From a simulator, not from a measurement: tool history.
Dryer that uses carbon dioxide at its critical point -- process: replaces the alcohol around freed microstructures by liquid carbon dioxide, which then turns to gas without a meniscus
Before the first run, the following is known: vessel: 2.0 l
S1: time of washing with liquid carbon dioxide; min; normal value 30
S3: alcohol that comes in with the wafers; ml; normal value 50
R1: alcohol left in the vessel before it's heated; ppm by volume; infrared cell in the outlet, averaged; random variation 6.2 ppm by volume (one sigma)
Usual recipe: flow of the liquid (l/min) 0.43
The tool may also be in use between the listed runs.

run 1 hour=0 | S1=30 flow_of_the_liquid_(l/min)=0.43 S3=50 | R1=348
run 2 hour=41.1 | S1=30 flow_of_the_liquid_(l/min)=0.43 S3=50 | R1=353
-- hour=47.5 inlet filter changed
run 3 hour=85.3 | S1=30 flow_of_the_liquid_(l/min)=0.43 S3=50 | R1=307
run 4 hour=120.5 | S1=30 flow_of_the_liquid_(l/min)=0.43 S3=50 | R1=313
run 5 hour=160.5 | S1=30 flow_of_the_liquid_(l/min)=0.43 S3=50 | R1=336
run 6 hour=213.8 | S1=30 flow_of_the_liquid_(l/min)=0.465 S3=50 | R1=262
run 7 hour=251.9 | S1=30 flow_of_the_liquid_(l/min)=0.43 S3=50 | R1=364
run 8 hour=281.1 | S1=30 flow_of_the_liquid_(l/min)=0.43 S3=50 | R1=363
run 9 hour=316.3 | S1=30 flow_of_the_liquid_(l/min)=0.43 S3=50 | R1=388
run 10 hour=348.1 | S1=30 flow_of_the_liquid_(l/min)=0.43 S3=50 | R1=398
run 11 hour=384.3 | S1=30 flow_of_the_liquid_(l/min)=0.43 S3=50 | R1=405
run 12 hour=421.5 | S1=30 flow_of_the_liquid_(l/min)=0.43 S3=50 | R1=393
-- hour=439.4 inlet filter changed
run 13 hour=473.1 | S1=30 flow_of_the_liquid_(l/min)=0.43 S3=50 | R1=361
run 14 hour=506.4 | S1=20 flow_of_the_liquid_(l/min)=0.43 S3=69 | R1=1757
run 15 hour=554.4 | S1=24 flow_of_the_liquid_(l/min)=0.481 S3=41 | R1=469
run 16 hour=601.9 | S1=28 flow_of_the_liquid_(l/min)=0.588 S3=29 | R1=169
run 17 hour=645.2 | S1=22 flow_of_the_liquid_(l/min)=0.351 S3=34 | R1=1343
run 18 hour=689.8 | S1=20 flow_of_the_liquid_(l/min)=0.304 S3=92 | R1=5840
run 19 hour=748.9 | S1=26 flow_of_the_liquid_(l/min)=0.43 S3=50 | R1=690
run 20 hour=783.2 | S1=26 flow_of_the_liquid_(l/min)=0.43 S3=50 | R1=707
-- hour=828.1 inlet filter changed
run 21 hour=832.1 | S1=26 flow_of_the_liquid_(l/min)=0.43 S3=50 | R1=609
run 22 hour=856.2 | S1=40 flow_of_the_liquid_(l/min)=0.388 S3=50 | R1=241
run 23 hour=903 | S1=40 flow_of_the_liquid_(l/min)=0.259 S3=57 | R1=867
run 24 hour=935.7 | S1=40 flow_of_the_liquid_(l/min)=0.259 S3=57 | R1=937
run 25 hour=981.5 | S1=33 flow_of_the_liquid_(l/min)=0.394 S3=76 | R1=558

Below, some changes in R1 between adjacent runs. For each, the amount present without the hidden state too (settings, incoming material, random variation) and the amount remaining for the hidden state with gauge scatter not shared by both compared results:
Hidden state at play: flow that reaches the vessel past the clogged filter, %; alcohol in the recycled carbon dioxide, ppm; drift of the gauge itself on alcohol_ppm, %.
Run 17 -> 18: S1 22 -> 20, flow of the liquid (l/min) 0.351 -> 0.304, S3 34 -> 92. R1 +4497 ppm by volume: hidden state +441, all else +4056.
Run 18 -> 19: S1 20 -> 26, flow of the liquid (l/min) 0.304 -> 0.43, S3 92 -> 50. R1 -5150 ppm by volume: hidden state -447, all else -4703.

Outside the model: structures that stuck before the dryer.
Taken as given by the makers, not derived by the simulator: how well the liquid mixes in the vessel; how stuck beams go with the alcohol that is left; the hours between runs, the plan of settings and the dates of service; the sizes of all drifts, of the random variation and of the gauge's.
